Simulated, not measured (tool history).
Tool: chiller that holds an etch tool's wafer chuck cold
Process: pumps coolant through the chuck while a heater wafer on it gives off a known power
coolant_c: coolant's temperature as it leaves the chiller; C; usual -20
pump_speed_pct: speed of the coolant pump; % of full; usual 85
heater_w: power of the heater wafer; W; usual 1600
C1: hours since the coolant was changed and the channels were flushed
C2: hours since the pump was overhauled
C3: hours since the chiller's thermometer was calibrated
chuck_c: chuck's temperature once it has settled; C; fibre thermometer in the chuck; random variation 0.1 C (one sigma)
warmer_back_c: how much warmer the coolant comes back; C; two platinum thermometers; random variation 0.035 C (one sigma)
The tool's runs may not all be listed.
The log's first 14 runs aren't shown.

run 15 hour=709.2 | coolant_c=-20 pump_speed_pct=85 heater_w=1600 | C1=2909 C2=3634 C3=2573 | chuck_c=-0.8 warmer_back_c=6.60
run 16 hour=768.2 | coolant_c=-24 pump_speed_pct=70 heater_w=927 | C1=2968 C2=3693 C3=2632 | chuck_c=-11.1 warmer_back_c=4.74
run 17 hour=807.4 | coolant_c=-24 pump_speed_pct=85 heater_w=982 | C1=3007 C2=3732 C3=2671 | chuck_c=-12.1 warmer_back_c=4.02
run 18 hour=838.5 | coolant_c=-24 pump_speed_pct=85 heater_w=982 | C1=3038 C2=3763 C3=2702 | chuck_c=-12.1 warmer_back_c=3.99
-- hour=845.0 chiller's thermometer calibrated
run 19 hour=881.1 | coolant_c=-14 pump_speed_pct=69 heater_w=1617 | C1=3080 C2=3805 C3=36 | chuck_c=8.9 warmer_back_c=8.42
run 20 hour=938.5 | coolant_c=-20 pump_speed_pct=94 heater_w=1850 | C1=3137 C2=3862 C3=93 | chuck_c=1.0 warmer_back_c=6.80
-- hour=967.8 chiller's thermometer calibrated, once more
run 21 hour=984.0 | coolant_c=-22 pump_speed_pct=85 heater_w=1476 | C1=3182 C2=3907 C3=16 | chuck_c=-4.4 warmer_back_c=6.16
run 22 hour=1015.7 | coolant_c=-22 pump_speed_pct=85 heater_w=1476 | C1=3213 C2=3939 C3=48 | chuck_c=-4.4 warmer_back_c=6.09
run 23 hour=1083.4 | coolant_c=-13 pump_speed_pct=85 heater_w=1462 | C1=3281 C2=4006 C3=116 | chuck_c=4.4 warmer_back_c=6.14
run 24 hour=1130.0 | coolant_c=-29 pump_speed_pct=85 heater_w=1266 | C1=3328 C2=4053 C3=162 | chuck_c=-14.0 warmer_back_c=5.29
run 25 hour=1196.3 | coolant_c=-20 pump_speed_pct=90 heater_w=1596 | C1=3394 C2=4119 C3=228 | chuck_c=-1.8 warmer_back_c=6.19
run 26 hour=1260.1 | coolant_c=-20 pump_speed_pct=90 heater_w=1596 | C1=3458 C2=4183 C3=292 | chuck_c=-1.7 warmer_back_c=6.26
run 27 hour=1329.7 | coolant_c=-12 pump_speed_pct=68 heater_w=1441 | C1=3527 C2=4252 C3=362 | chuck_c=8.4 warmer_back_c=7.68
run 28 hour=1399.5 | coolant_c=-17 pump_speed_pct=81 heater_w=2053 | C1=3597 C2=4322 C3=432 | chuck_c=8.7 warmer_back_c=9.05
run 29 hour=1470.7 | coolant_c=-19 pump_speed_pct=85 heater_w=1600 | C1=3668 C2=4393 C3=503 | chuck_c=0.2 warmer_back_c=6.62
run 30 hour=1540.2 | coolant_c=-19 pump_speed_pct=85 heater_w=1646 | C1=3738 C2=4463 C3=572 | chuck_c=0.7 warmer_back_c=6.87

Forecast each of these 5 alternatives for the next run:
run A hour=1595.0 | coolant_c=-18 pump_speed_pct=93 heater_w=950 | C1=3793 C2=4518 C3=627 | chuck_c=? warmer_back_c=?
run B hour=1595.0 | coolant_c=-14 pump_speed_pct=76 heater_w=948 | C1=3793 C2=4518 C3=627 | chuck_c=? warmer_back_c=?
run C hour=1595.0 | coolant_c=-19 pump_speed_pct=85 heater_w=1204 | C1=3793 C2=4518 C3=627 | chuck_c=? warmer_back_c=?
run D hour=1595.0 | coolant_c=-20 pump_speed_pct=85 heater_w=1002 | C1=3793 C2=4518 C3=627 | chuck_c=? warmer_back_c=?
run E hour=1595.0 | coolant_c=-26 pump_speed_pct=69 heater_w=1600 | C1=3793 C2=4518 C3=627 | chuck_c=? warmer_back_c=?

run=A chuck_c=-7.3 warmer_back_c=3.64
run=B chuck_c=-1.5 warmer_back_c=4.48
run=C chuck_c=-4.4 warmer_back_c=5.00
run=D chuck_c=-7.9 warmer_back_c=4.18
run=E chuck_c=-3.3 warmer_back_c=8.44
Without the tool's hidden state the same runs would have given:
run=A chuck_c=-8.2 warmer_back_c=3.38
run=B chuck_c=-2.7 warmer_back_c=4.16
run=C chuck_c=-5.8 warmer_back_c=4.64
run=D chuck_c=-9.0 warmer_back_c=3.88
run=E chuck_c=-5.4 warmer_back_c=7.83
